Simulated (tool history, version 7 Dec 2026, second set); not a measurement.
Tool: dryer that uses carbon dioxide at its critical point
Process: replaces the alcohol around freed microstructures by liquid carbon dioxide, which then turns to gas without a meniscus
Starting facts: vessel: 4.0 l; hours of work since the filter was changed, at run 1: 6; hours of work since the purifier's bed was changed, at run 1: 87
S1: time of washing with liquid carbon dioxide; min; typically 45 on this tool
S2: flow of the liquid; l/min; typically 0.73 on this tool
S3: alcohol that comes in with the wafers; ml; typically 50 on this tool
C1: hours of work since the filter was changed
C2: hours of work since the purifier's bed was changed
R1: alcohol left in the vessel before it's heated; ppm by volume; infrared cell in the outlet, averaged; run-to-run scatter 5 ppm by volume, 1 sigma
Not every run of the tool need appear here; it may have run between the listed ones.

run,hour,S1,S2,S3,C1,C2,R1
1,0,45,0.73,50,6,87,58
2,10,45,0.73,50,14,95,61
3,22.5,45,0.73,50,23,104,61
4,35.4,45,0.73,50,32,114,67
5,47.8,45,0.73,50,42,123,64
6,55.2,45,0.73,50,47,128,70
7,67.7,37,0.73,50,56,138,140
8,74.8,37,0.73,50,62,143,141
9,82.2,37,0.73,50,67,149,142
10,92.5,37,0.73,50,75,156,145
11,97.9,37,0.73,50,79,160,152
12,105.8,45,0.73,50,85,166,95
13,113.9,45,0.73,50,91,172,85
14,122,45,0.73,50,97,178,102
15,128.5,45,0.73,50,102,183,98
16,136.8,45,0.73,111,108,189,148
17,144.6,45,0.73,111,114,195,153
18,155.8,45,0.73,27,122,203,90
19,161.4,45,0.73,50,126,208,111
20,170.2,45,0.73,50,133,214,115
21,175.7,45,0.73,50,137,218,117
22,183,35,0.962,23,142,224,102
23,189.5,27,0.593,91,147,228,1618
24,202.5,45,1.061,70,157,238,88
25,214.8,45,1.061,70,166,247,82
26,226.6,45,1.061,70,175,256,84
27,236.5,45,1.061,70,182,263,104
28,243.3,41,0.73,50,187,268,168
29,251.8,55,0.704,41,193,275,109
30,264.2,50,1.223,41,203,284,101
31,272.1,45,0.66,50,209,290,191
32,284,47,0.58,46,217,299,246
33,296.3,28,0.58,46,227,308,950
34,304.5,28,0.44,68,233,314,2664
# hour 313.7: inlet filter changed
35,317,28,0.44,68,2,323,1939
36,325,28,0.44,68,8,329,1908
37,332.2,28,0.44,68,14,334,1920
38,345.1,43,0.684,86,23,343,205
39,356.5,43,0.45,86,32,352,759
40,363.8,43,0.45,86,37,357,797
41,373.2,36,0.971,64,44,364,148

Consider 3 possible next runs. They are alternatives, not a sequence: every one starts from the tool as it was left by run 41. What does each give?
A,378.9,45,1.061,50,49,369,?
B,378.9,36,0.971,34,49,369,?
C,378.9,45,0.874,86,49,369,?

run,R1
A,120
B,136
C,127
The same runs, with their run-to-run variation unchanged, on a tool lacking any hidden condition would have given:
run,R1
A,4
B,15
C,12
